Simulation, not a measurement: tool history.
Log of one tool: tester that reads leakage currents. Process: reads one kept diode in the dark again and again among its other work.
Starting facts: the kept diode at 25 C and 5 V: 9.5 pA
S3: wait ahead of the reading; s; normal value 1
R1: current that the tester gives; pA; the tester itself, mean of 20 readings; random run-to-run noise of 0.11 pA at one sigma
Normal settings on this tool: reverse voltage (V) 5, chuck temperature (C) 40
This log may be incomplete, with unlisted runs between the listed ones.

{"run": 1, "hour": 0.0, "reverse voltage (V)": 5, "chuck temperature (C)": 40, "S3": 1, "R1": 35.38}
{"run": 2, "hour": 21.3, "reverse voltage (V)": 5, "chuck temperature (C)": 40, "S3": 1, "R1": 35.45}
{"run": 3, "hour": 56.7, "reverse voltage (V)": 5, "chuck temperature (C)": 40, "S3": 1, "R1": 35.5}
{"run": 4, "hour": 92.7, "reverse voltage (V)": 5, "chuck temperature (C)": 40, "S3": 1, "R1": 35.67}
{"run": 5, "hour": 115.7, "reverse voltage (V)": 5, "chuck temperature (C)": 40, "S3": 1, "R1": 35.67}
{"run": 6, "hour": 157.2, "reverse voltage (V)": 5, "chuck temperature (C)": 21, "S3": 1, "R1": 9.17}
{"run": 7, "hour": 192.9, "reverse voltage (V)": 5, "chuck temperature (C)": 21, "S3": 1, "R1": 9.28}
{"run": 8, "hour": 211.5, "reverse voltage (V)": 1.43, "chuck temperature (C)": 40, "S3": 1, "R1": 18.71}
{"run": 9, "hour": 253.8, "reverse voltage (V)": 1.43, "chuck temperature (C)": 40, "S3": 1, "R1": 18.82}
{"run": 10, "hour": 298.3, "reverse voltage (V)": 8.79, "chuck temperature (C)": 40, "S3": 1, "R1": 48.9}
{"run": 11, "hour": 321.4, "reverse voltage (V)": 8.79, "chuck temperature (C)": 40, "S3": 1, "R1": 48.8}
{"run": 12, "hour": 347.4, "reverse voltage (V)": 8.79, "chuck temperature (C)": 40, "S3": 1, "R1": 48.93}
{"run": 13, "hour": 385.8, "reverse voltage (V)": 8.79, "chuck temperature (C)": 40, "S3": 1, "R1": 49.01}
{"run": 14, "hour": 428.1, "reverse voltage (V)": 8.79, "chuck temperature (C)": 40, "S3": 1, "R1": 49.16}
{"run": 15, "hour": 453.7, "reverse voltage (V)": 8.79, "chuck temperature (C)": 40, "S3": 1, "R1": 49.37}
{"run": 16, "hour": 486.2, "reverse voltage (V)": 8.79, "chuck temperature (C)": 40, "S3": 1, "R1": 49.78}
{"run": 17, "hour": 519.9, "reverse voltage (V)": 5, "chuck temperature (C)": 40, "S3": 0.49, "R1": 37.78}
{"run": 18, "hour": 554.3, "reverse voltage (V)": 5, "chuck temperature (C)": 40, "S3": 1, "R1": 36.83}
{"run": 19, "hour": 582.4, "reverse voltage (V)": 5, "chuck temperature (C)": 40, "S3": 1, "R1": 36.94}
{"run": 20, "hour": 624.7, "reverse voltage (V)": 5, "chuck temperature (C)": 41, "S3": 1, "R1": 39.51}
{"run": 21, "hour": 663.7, "reverse voltage (V)": 1.47, "chuck temperature (C)": 40, "S3": 0.72, "R1": 19.48}
{"run": 22, "hour": 688.8, "reverse voltage (V)": 1.47, "chuck temperature (C)": 40, "S3": 0.72, "R1": 19.7}
{"run": 23, "hour": 728.9, "reverse voltage (V)": 1.03, "chuck temperature (C)": 40, "S3": 1, "R1": 16.3}
{"run": 24, "hour": 754.7, "reverse voltage (V)": 1.52, "chuck temperature (C)": 40, "S3": 1, "R1": 19.89}
{"run": 25, "hour": 787.3, "reverse voltage (V)": 5, "chuck temperature (C)": 36, "S3": 1.38, "R1": 27.95}
{"hour": 793.6, "done": "probe card cleaned and baked"}
{"run": 26, "hour": 830.3, "reverse voltage (V)": 5, "chuck temperature (C)": 28, "S3": 3.34, "R1": 16.16}
{"run": 27, "hour": 861.5, "reverse voltage (V)": 13.26, "chuck temperature (C)": 40, "S3": 4.24, "R1": 63.43}
{"hour": 887.2, "done": "chuck's temperature calibrated"}
{"run": 28, "hour": 904.1, "reverse voltage (V)": 13.26, "chuck temperature (C)": 40, "S3": 4.24, "R1": 59.26}
{"run": 29, "hour": 932.9, "reverse voltage (V)": 5.52, "chuck temperature (C)": 40, "S3": 8.48, "R1": 36.43}
{"run": 30, "hour": 961.9, "reverse voltage (V)": 5.52, "chuck temperature (C)": 40, "S3": 8.48, "R1": 36.44}
{"run": 31, "hour": 1001.3, "reverse voltage (V)": 3.48, "chuck temperature (C)": 32, "S3": 3.32, "R1": 16.29}
{"hour": 1010.5, "done": "probe card cleaned and baked, once more"}
{"run": 32, "hour": 1047.6, "reverse voltage (V)": 1.66, "chuck temperature (C)": 40, "S3": 3.85, "R1": 18.64}
{"run": 33, "hour": 1074.3, "reverse voltage (V)": 1.88, "chuck temperature (C)": 35, "S3": 1, "R1": 13.9}
{"run": 34, "hour": 1107.0, "reverse voltage (V)": 1.88, "chuck temperature (C)": 35, "S3": 1.71, "R1": 13.85}
{"run": 35, "hour": 1145.2, "reverse voltage (V)": 1.88, "chuck temperature (C)": 38, "S3": 1.71, "R1": 17.47}
{"run": 36, "hour": 1182.3, "reverse voltage (V)": 1.88, "chuck temperature (C)": 38, "S3": 1.71, "R1": 17.38}
{"run": 37, "hour": 1221.4, "reverse voltage (V)": 3.82, "chuck temperature (C)": 27, "S3": 2.09, "R1": 10.95}
{"run": 38, "hour": 1252.8, "reverse voltage (V)": 6.32, "chuck temperature (C)": 27, "S3": 3.45, "R1": 14.23}
{"run": 39, "hour": 1292.6, "reverse voltage (V)": 6.32, "chuck temperature (C)": 27, "S3": 3.45, "R1": 14.09}

Per-run results on a tool with no hidden state, each run keeping its own random variation:
What the log doesn't record here: stray current of the dirty probe card, pA a volt; current scale over the true one, %; true chuck temperature over the reading, C; drift of the gauge itself on leakage_pa, %.
run=1 R1=32.46
run=2 R1=32.48
run=3 R1=32.43
run=4 R1=32.51
run=5 R1=32.46
run=6 R1=7.84
run=7 R1=7.9
run=8 R1=17.04
run=9 R1=17.11
run=10 R1=43.6
run=11 R1=43.41
run=12 R1=43.44
run=13 R1=43.38
run=14 R1=43.35
run=15 R1=43.44
run=16 R1=43.68
run=17 R1=33.46
run=18 R1=32.42
run=19 R1=32.46
run=20 R1=34.7
run=21 R1=17.27
run=22 R1=17.46
run=23 R1=14.44
run=24 R1=17.52
run=25 R1=23.78
run=26 R1=12.62
run=27 R1=52.04
run=28 R1=52.34
run=29 R1=33.21
run=30 R1=33.15
run=31 R1=14.31
run=32 R1=18.09
run=33 R1=13.44
run=34 R1=13.36
run=35 R1=16.84
run=36 R1=16.69
run=37 R1=10.32
run=38 R1=13.25
run=39 R1=13.04
